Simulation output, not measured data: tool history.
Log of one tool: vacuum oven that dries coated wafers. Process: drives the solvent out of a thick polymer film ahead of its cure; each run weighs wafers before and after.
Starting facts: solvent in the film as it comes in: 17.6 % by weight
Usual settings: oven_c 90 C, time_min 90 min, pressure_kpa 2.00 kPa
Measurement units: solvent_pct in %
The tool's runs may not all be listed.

{"run": 1, "hour": 0.0, "oven_c": 90, "time_min": 90, "pressure_kpa": 2.0, "solvent_pct": 5.58}
{"run": 2, "hour": 23.1, "oven_c": 90, "time_min": 90, "pressure_kpa": 2.0, "solvent_pct": 5.57}
{"run": 3, "hour": 52.2, "oven_c": 90, "time_min": 90, "pressure_kpa": 2.0, "solvent_pct": 5.42}
{"run": 4, "hour": 68.4, "oven_c": 90, "time_min": 90, "pressure_kpa": 2.0, "solvent_pct": 5.4}
{"run": 5, "hour": 97.4, "oven_c": 90, "time_min": 90, "pressure_kpa": 2.0, "solvent_pct": 5.42}
{"hour": 101.0, "done": "vacuum gauge cleaned of residue and calibrated"}
{"run": 6, "hour": 127.0, "oven_c": 90, "time_min": 90, "pressure_kpa": 2.0, "solvent_pct": 5.55}
{"run": 7, "hour": 149.7, "oven_c": 78, "time_min": 90, "pressure_kpa": 2.0, "solvent_pct": 10.18}
{"run": 8, "hour": 168.8, "oven_c": 77, "time_min": 90, "pressure_kpa": 2.0, "solvent_pct": 10.93}
{"hour": 191.1, "done": "oven's thermocouples calibrated"}
{"run": 9, "hour": 193.8, "oven_c": 77, "time_min": 90, "pressure_kpa": 2.0, "solvent_pct": 10.26}
{"run": 10, "hour": 213.3, "oven_c": 78, "time_min": 53, "pressure_kpa": 5.55, "solvent_pct": 16.45}
{"run": 11, "hour": 236.6, "oven_c": 78, "time_min": 53, "pressure_kpa": 5.55, "solvent_pct": 16.57}
{"hour": 253.9, "done": "vacuum gauge cleaned of residue and calibrated, once more"}
{"run": 12, "hour": 265.9, "oven_c": 103, "time_min": 97, "pressure_kpa": 1.92, "solvent_pct": 2.05}

Forecast run 13:
{"run": 13, "hour": 283.7, "oven_c": 103, "time_min": 97, "pressure_kpa": 1.92, "solvent_pct": "?"}

Run 13 produced solvent_pct 2.03 %.
Were there no unlogged condition in the tool, this run, its random variation unchanged, would have produced solvent_pct 2.08 %.
